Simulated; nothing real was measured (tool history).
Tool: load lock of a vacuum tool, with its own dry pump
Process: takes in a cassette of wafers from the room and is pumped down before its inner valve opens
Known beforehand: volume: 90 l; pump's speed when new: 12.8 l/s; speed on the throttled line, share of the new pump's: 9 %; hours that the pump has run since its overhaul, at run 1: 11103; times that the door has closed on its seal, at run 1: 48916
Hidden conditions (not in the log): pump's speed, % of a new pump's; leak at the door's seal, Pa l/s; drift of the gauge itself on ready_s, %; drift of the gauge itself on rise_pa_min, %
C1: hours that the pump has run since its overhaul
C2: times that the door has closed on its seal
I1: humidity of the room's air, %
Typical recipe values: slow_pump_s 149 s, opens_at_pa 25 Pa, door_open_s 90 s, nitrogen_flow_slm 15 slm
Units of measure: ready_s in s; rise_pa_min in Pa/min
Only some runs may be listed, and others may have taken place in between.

{"run": 1, "hour": 0.0, "slow_pump_s": 149, "opens_at_pa": 25, "door_open_s": 90, "nitrogen_flow_slm": 15, "C1": 11103, "C2": 48916, "I1": 49.1, "ready_s": 199.9, "rise_pa_min": 0.332}
{"run": 2, "hour": 347.5, "slow_pump_s": 149, "opens_at_pa": 25, "door_open_s": 90, "nitrogen_flow_slm": 15, "C1": 11450, "C2": 49970, "I1": 42.9, "ready_s": 200.5, "rise_pa_min": 0.342}
{"run": 3, "hour": 668.6, "slow_pump_s": 149, "opens_at_pa": 25, "door_open_s": 90, "nitrogen_flow_slm": 15, "C1": 11771, "C2": 50944, "I1": 48.3, "ready_s": 200.2, "rise_pa_min": 0.356}
{"run": 4, "hour": 1018.6, "slow_pump_s": 149, "opens_at_pa": 25, "door_open_s": 90, "nitrogen_flow_slm": 15, "C1": 12121, "C2": 52006, "I1": 44.3, "ready_s": 199.9, "rise_pa_min": 0.37}
{"run": 5, "hour": 1228.2, "slow_pump_s": 149, "opens_at_pa": 25, "door_open_s": 90, "nitrogen_flow_slm": 15, "C1": 12331, "C2": 52641, "I1": 46.6, "ready_s": 201.1, "rise_pa_min": 0.373}
{"run": 6, "hour": 1572.4, "slow_pump_s": 149, "opens_at_pa": 25, "door_open_s": 90, "nitrogen_flow_slm": 9, "C1": 12675, "C2": 53686, "I1": 46.3, "ready_s": 201.0, "rise_pa_min": 0.399}
{"run": 7, "hour": 1771.8, "slow_pump_s": 149, "opens_at_pa": 25, "door_open_s": 90, "nitrogen_flow_slm": 9, "C1": 12874, "C2": 54290, "I1": 47.3, "ready_s": 200.2, "rise_pa_min": 0.4}
{"run": 8, "hour": 2033.2, "slow_pump_s": 149, "opens_at_pa": 25, "door_open_s": 90, "nitrogen_flow_slm": 9, "C1": 13136, "C2": 55083, "I1": 44.5, "ready_s": 200.8, "rise_pa_min": 0.404}
{"run": 9, "hour": 2184.5, "slow_pump_s": 212, "opens_at_pa": 31, "door_open_s": 90, "nitrogen_flow_slm": 30, "C1": 13287, "C2": 55542, "I1": 45.3, "ready_s": 255.1, "rise_pa_min": 0.407}
{"run": 10, "hour": 2374.3, "slow_pump_s": 212, "opens_at_pa": 31, "door_open_s": 90, "nitrogen_flow_slm": 30, "C1": 13477, "C2": 56118, "I1": 48.4, "ready_s": 255.2, "rise_pa_min": 0.411}
{"run": 11, "hour": 2733.6, "slow_pump_s": 143, "opens_at_pa": 47, "door_open_s": 97, "nitrogen_flow_slm": 6, "C1": 13836, "C2": 57208, "I1": 44.6, "ready_s": 191.5, "rise_pa_min": 0.441}
{"run": 12, "hour": 2935.8, "slow_pump_s": 168, "opens_at_pa": 44, "door_open_s": 70, "nitrogen_flow_slm": 40, "C1": 14038, "C2": 57821, "I1": 40.3, "ready_s": 213.5, "rise_pa_min": 0.415}
{"run": 13, "hour": 3224.9, "slow_pump_s": 168, "opens_at_pa": 44, "door_open_s": 70, "nitrogen_flow_slm": 40, "C1": 14327, "C2": 58698, "I1": 45.2, "ready_s": 213.7, "rise_pa_min": 0.423}

Forecast run 14:
{"run": 14, "hour": 3381.8, "slow_pump_s": 168, "opens_at_pa": 44, "door_open_s": 70, "nitrogen_flow_slm": 40, "C1": 14484, "C2": 59174, "I1": 41.8, "ready_s": "?", "rise_pa_min": "?"}

Run 14 produced ready_s 213.5 s, rise_pa_min 0.422 Pa/min.
Were there no unlogged condition in the tool, this run, its random variation unchanged, would have produced ready_s 207.4 s, rise_pa_min 0.017 Pa/min.

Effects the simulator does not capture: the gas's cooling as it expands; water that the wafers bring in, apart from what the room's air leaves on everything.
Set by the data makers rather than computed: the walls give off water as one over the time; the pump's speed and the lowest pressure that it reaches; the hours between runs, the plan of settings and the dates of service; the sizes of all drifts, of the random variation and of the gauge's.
